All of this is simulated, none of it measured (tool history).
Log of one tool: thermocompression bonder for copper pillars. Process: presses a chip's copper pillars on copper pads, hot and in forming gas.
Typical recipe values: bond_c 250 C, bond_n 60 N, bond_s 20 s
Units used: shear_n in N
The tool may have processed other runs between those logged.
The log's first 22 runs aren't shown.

{"run": 23, "hour": 677.5, "bond_c": 226, "bond_n": 52, "bond_s": 47, "shear_n": 32.7}
{"run": 24, "hour": 711.9, "bond_c": 280, "bond_n": 74, "bond_s": 20, "shear_n": 50.4}
{"hour": 743.1, "done": "forming gas filter changed"}
{"run": 25, "hour": 747.1, "bond_c": 276, "bond_n": 90, "bond_s": 20, "shear_n": 53.2}
{"run": 26, "hour": 786.0, "bond_c": 276, "bond_n": 90, "bond_s": 20, "shear_n": 52.8}
{"run": 27, "hour": 807.2, "bond_c": 233, "bond_n": 54, "bond_s": 42, "shear_n": 35.1}
{"run": 28, "hour": 840.3, "bond_c": 233, "bond_n": 54, "bond_s": 42, "shear_n": 35.4}
{"run": 29, "hour": 861.2, "bond_c": 271, "bond_n": 41, "bond_s": 16, "shear_n": 32.2}
{"run": 30, "hour": 891.6, "bond_c": 271, "bond_n": 41, "bond_s": 16, "shear_n": 32.6}
{"run": 31, "hour": 914.0, "bond_c": 265, "bond_n": 79, "bond_s": 41, "shear_n": 57.2}
{"run": 32, "hour": 955.9, "bond_c": 265, "bond_n": 79, "bond_s": 41, "shear_n": 56.4}
{"run": 33, "hour": 994.0, "bond_c": 265, "bond_n": 79, "bond_s": 41, "shear_n": 56.8}
{"run": 34, "hour": 1027.0, "bond_c": 235, "bond_n": 66, "bond_s": 13, "shear_n": 24.7}

Run 35 is up next; what results do you expect?
{"run": 35, "hour": 1053.2, "bond_c": 249, "bond_n": 50, "bond_s": 50, "shear_n": "?"}

{"run 35": {"shear_n": 42.8}}
Without the tool's hidden state the same run would have given shear_n 43 N.
